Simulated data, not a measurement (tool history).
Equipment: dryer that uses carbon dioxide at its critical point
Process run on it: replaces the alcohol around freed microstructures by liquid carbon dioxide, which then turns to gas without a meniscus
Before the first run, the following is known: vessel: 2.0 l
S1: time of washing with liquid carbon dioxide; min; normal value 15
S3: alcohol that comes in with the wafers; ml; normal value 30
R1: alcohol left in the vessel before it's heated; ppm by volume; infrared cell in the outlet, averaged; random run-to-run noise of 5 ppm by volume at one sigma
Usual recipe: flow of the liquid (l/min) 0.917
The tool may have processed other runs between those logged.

run 1 hour=0.0 | S1=15 flow_of_the_liquid_(l/min)=0.917 S3=30 | R1=48
run 2 hour=8.8 | S1=15 flow_of_the_liquid_(l/min)=0.917 S3=30 | R1=39
run 3 hour=25.3 | S1=15 flow_of_the_liquid_(l/min)=0.917 S3=30 | R1=46
run 4 hour=36.9 | S1=15 flow_of_the_liquid_(l/min)=0.917 S3=30 | R1=36
run 5 hour=50.3 | S1=15 flow_of_the_liquid_(l/min)=0.917 S3=30 | R1=54
run 6 hour=62.6 | S1=15 flow_of_the_liquid_(l/min)=0.917 S3=82 | R1=95
run 7 hour=75.7 | S1=15 flow_of_the_liquid_(l/min)=1.246 S3=30 | R1=15
run 8 hour=88.5 | S1=15 flow_of_the_liquid_(l/min)=1.246 S3=30 | R1=21
run 9 hour=98.5 | S1=10 flow_of_the_liquid_(l/min)=1.246 S3=30 | R1=71
run 10 hour=114.7 | S1=10 flow_of_the_liquid_(l/min)=1.246 S3=30 | R1=76
run 11 hour=126.7 | S1=10 flow_of_the_liquid_(l/min)=0.828 S3=30 | R1=395
run 12 hour=133.7 | S1=10 flow_of_the_liquid_(l/min)=0.828 S3=30 | R1=390
run 13 hour=149.6 | S1=10 flow_of_the_liquid_(l/min)=0.828 S3=30 | R1=396
run 14 hour=165.5 | S1=15 flow_of_the_liquid_(l/min)=0.917 S3=54 | R1=98
run 15 hour=173.3 | S1=15 flow_of_the_liquid_(l/min)=0.917 S3=54 | R1=84
-- hour=190.2 inlet filter changed
run 16 hour=190.2 | S1=15 flow_of_the_liquid_(l/min)=0.917 S3=54 | R1=69
run 17 hour=204.0 | S1=15 flow_of_the_liquid_(l/min)=0.917 S3=54 | R1=78
run 18 hour=216.1 | S1=11 flow_of_the_liquid_(l/min)=0.917 S3=30 | R1=168

Run 19 is up next; what results do you expect?
run 19 hour=226.3 | S1=11 flow_of_the_liquid_(l/min)=0.917 S3=30 | R1=?

{"run 19": {"R1": 171}}
Minus the tool's unlogged condition, the same run would have read R1 138 ppm by volume.

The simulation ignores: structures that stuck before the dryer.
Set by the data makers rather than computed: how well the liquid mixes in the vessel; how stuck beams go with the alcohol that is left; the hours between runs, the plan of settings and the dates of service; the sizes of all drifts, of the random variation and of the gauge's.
